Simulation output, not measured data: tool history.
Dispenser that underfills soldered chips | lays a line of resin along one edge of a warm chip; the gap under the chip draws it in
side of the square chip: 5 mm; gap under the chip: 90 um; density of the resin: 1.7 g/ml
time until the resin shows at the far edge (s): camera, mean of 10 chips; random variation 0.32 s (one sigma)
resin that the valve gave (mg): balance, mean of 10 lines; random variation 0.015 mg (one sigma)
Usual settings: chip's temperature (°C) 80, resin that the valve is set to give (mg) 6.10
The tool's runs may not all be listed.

run	hour	chip's temperature (°C)	resin that the valve is set to give (mg)	time until the resin shows at the far edge (s)	resin that the valve gave (mg)
1	0.0	80	6.10	13.0	5.89
# hour 4.8: dispensing valve cleaned and set on the balance
2	6.2	80	6.10	15.0	6.11
# hour 7.3: new syringe of resin
3	11.4	94	6.10	7.6	6.11
4	17.0	94	6.10	9.0	6.07
# hour 19.3: new syringe of resin
5	22.6	94	6.10	7.5	6.05
6	26.2	75	6.10	16.3	6.04
# hour 31.2: new syringe of resin
7	31.6	75	6.10	12.2	6.04
8	35.2	79	6.21	12.2	6.10
9	38.2	79	6.21	13.0	6.14
10	40.8	79	6.21	15.5	6.14
# hour 43.1: new syringe of resin
11	44.9	72	6.14	14.9	6.03
12	50.1	67	6.29	20.7	6.17

3 ways to go on from here, each from the tool as it stands after run 12. What would each give?
# hour 55.2: new syringe of resin
A	56.4	71	5.99	?	?
# hour 55.2: new syringe of resin
B	56.4	91	6.29	?	?
# hour 55.2: new syringe of resin
C	56.4	65	5.53	?	?

run	time until the resin shows at the far edge (s)	resin that the valve gave (mg)
A	14.7	5.86
B	8.0	6.14
C	19.1	5.43
Without the tool's hidden state the same runs would have given:
run	time until the resin shows at the far edge (s)	resin that the valve gave (mg)
A	14.4	5.99
B	7.8	6.28
C	18.7	5.55
